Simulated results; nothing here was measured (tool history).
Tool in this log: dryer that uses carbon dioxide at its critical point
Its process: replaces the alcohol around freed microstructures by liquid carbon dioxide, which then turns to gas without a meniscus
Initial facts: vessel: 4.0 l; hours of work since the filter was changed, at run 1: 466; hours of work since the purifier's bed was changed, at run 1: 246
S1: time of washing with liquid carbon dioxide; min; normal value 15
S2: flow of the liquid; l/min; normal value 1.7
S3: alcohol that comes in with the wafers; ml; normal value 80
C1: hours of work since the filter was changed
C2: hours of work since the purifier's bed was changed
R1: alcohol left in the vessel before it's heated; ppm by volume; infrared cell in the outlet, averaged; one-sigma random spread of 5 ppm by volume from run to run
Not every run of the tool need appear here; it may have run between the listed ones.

{"run": 1, "hour": 0.0, "S1": 15, "S2": 1.7, "S3": 80, "C1": 466, "C2": 246, "R1": 214}
{"hour": 33.2, "done": "inlet filter changed"}
{"run": 2, "hour": 46.5, "S1": 15, "S2": 1.7, "S3": 80, "C1": 7, "C2": 269, "R1": 164}
{"run": 3, "hour": 72.3, "S1": 15, "S2": 1.7, "S3": 80, "C1": 20, "C2": 283, "R1": 164}
{"run": 4, "hour": 120.5, "S1": 15, "S2": 1.7, "S3": 80, "C1": 45, "C2": 307, "R1": 178}
{"run": 5, "hour": 156.7, "S1": 15, "S2": 1.75, "S3": 80, "C1": 63, "C2": 326, "R1": 181}
{"run": 6, "hour": 192.8, "S1": 18, "S2": 1.7, "S3": 80, "C1": 81, "C2": 344, "R1": 150}
{"run": 7, "hour": 219.1, "S1": 18, "S2": 1.7, "S3": 80, "C1": 95, "C2": 357, "R1": 162}
{"run": 8, "hour": 254.4, "S1": 15, "S2": 1.7, "S3": 31, "C1": 113, "C2": 375, "R1": 185}
{"run": 9, "hour": 307.9, "S1": 15, "S2": 1.7, "S3": 61, "C1": 140, "C2": 403, "R1": 215}
{"run": 10, "hour": 342.0, "S1": 15, "S2": 1.7, "S3": 61, "C1": 157, "C2": 420, "R1": 224}
{"run": 11, "hour": 392.5, "S1": 15, "S2": 1.7, "S3": 61, "C1": 183, "C2": 446, "R1": 233}
{"run": 12, "hour": 427.9, "S1": 15, "S2": 1.7, "S3": 61, "C1": 201, "C2": 464, "R1": 248}
{"run": 13, "hour": 473.2, "S1": 15, "S2": 1.7, "S3": 61, "C1": 224, "C2": 487, "R1": 258}
{"run": 14, "hour": 501.1, "S1": 12, "S2": 1.7, "S3": 80, "C1": 238, "C2": 501, "R1": 411}
{"run": 15, "hour": 530.5, "S1": 12, "S2": 1.7, "S3": 80, "C1": 253, "C2": 516, "R1": 435}
{"run": 16, "hour": 575.0, "S1": 12, "S2": 1.7, "S3": 80, "C1": 276, "C2": 539, "R1": 457}
{"run": 17, "hour": 606.1, "S1": 12, "S2": 1.7, "S3": 80, "C1": 292, "C2": 555, "R1": 475}
{"run": 18, "hour": 658.6, "S1": 15, "S2": 1.7, "S3": 80, "C1": 319, "C2": 581, "R1": 335}
{"run": 19, "hour": 701.1, "S1": 15, "S2": 1.7, "S3": 80, "C1": 340, "C2": 603, "R1": 328}
{"run": 20, "hour": 726.6, "S1": 15, "S2": 1.7, "S3": 80, "C1": 353, "C2": 616, "R1": 350}
{"run": 21, "hour": 776.1, "S1": 11, "S2": 1.81, "S3": 57, "C1": 379, "C2": 641, "R1": 470}
{"run": 22, "hour": 810.0, "S1": 24, "S2": 2.03, "S3": 29, "C1": 396, "C2": 659, "R1": 278}
{"run": 23, "hour": 840.6, "S1": 24, "S2": 2.03, "S3": 29, "C1": 411, "C2": 674, "R1": 277}
{"run": 24, "hour": 881.5, "S1": 9, "S2": 1.92, "S3": 29, "C1": 432, "C2": 695, "R1": 470}
{"hour": 900.7, "done": "purifier's bed changed"}
{"run": 25, "hour": 913.4, "S1": 12, "S2": 2.03, "S3": 80, "C1": 447, "C2": 7, "R1": 132}
{"run": 26, "hour": 948.2, "S1": 10, "S2": 2.03, "S3": 80, "C1": 465, "C2": 24, "R1": 316}
{"hour": 984.0, "done": "inlet filter changed"}
{"run": 27, "hour": 993.3, "S1": 10, "S2": 2.42, "S3": 80, "C1": 5, "C2": 47, "R1": 69}
{"run": 28, "hour": 1046.1, "S1": 24, "S2": 1.7, "S3": 71, "C1": 32, "C2": 74, "R1": 33}
{"run": 29, "hour": 1067.8, "S1": 14, "S2": 1.04, "S3": 82, "C1": 43, "C2": 85, "R1": 758}
{"run": 30, "hour": 1110.6, "S1": 10, "S2": 2.65, "S3": 33, "C1": 65, "C2": 107, "R1": 63}
{"run": 31, "hour": 1153.2, "S1": 15, "S2": 1.7, "S3": 52, "C1": 86, "C2": 128, "R1": 95}
{"run": 32, "hour": 1198.7, "S1": 23, "S2": 1.97, "S3": 50, "C1": 109, "C2": 151, "R1": 70}
{"run": 33, "hour": 1243.6, "S1": 23, "S2": 1.97, "S3": 50, "C1": 132, "C2": 174, "R1": 83}
{"run": 34, "hour": 1267.8, "S1": 23, "S2": 1.97, "S3": 50, "C1": 145, "C2": 187, "R1": 91}
{"run": 35, "hour": 1319.7, "S1": 20, "S2": 1.26, "S3": 40, "C1": 171, "C2": 213, "R1": 129}
{"run": 36, "hour": 1356.0, "S1": 20, "S2": 1.26, "S3": 40, "C1": 190, "C2": 232, "R1": 137}

Below are 4 alternative next runs, each starting from the tool's condition after run 36. Predict each:
{"run": "A", "hour": 1406.7, "S1": 21, "S2": 1.85, "S3": 80, "C1": 215, "C2": 257, "R1": "?"}
{"run": "B", "hour": 1406.7, "S1": 18, "S2": 2.84, "S3": 52, "C1": 215, "C2": 257, "R1": "?"}
{"run": "C", "hour": 1406.7, "S1": 15, "S2": 1.1, "S3": 111, "C1": 215, "C2": 257, "R1": "?"}
{"run": "D", "hour": 1406.7, "S1": 20, "S2": 1.26, "S3": 44, "C1": 215, "C2": 257, "R1": "?"}

run=A R1=115
run=B R1=104
run=C R1=876
run=D R1=152
The same runs, with their run-to-run variation unchanged, on a tool lacking any hidden condition would have given:
run=A R1=8
run=B R1=0
run=C R1=578
run=D R1=33
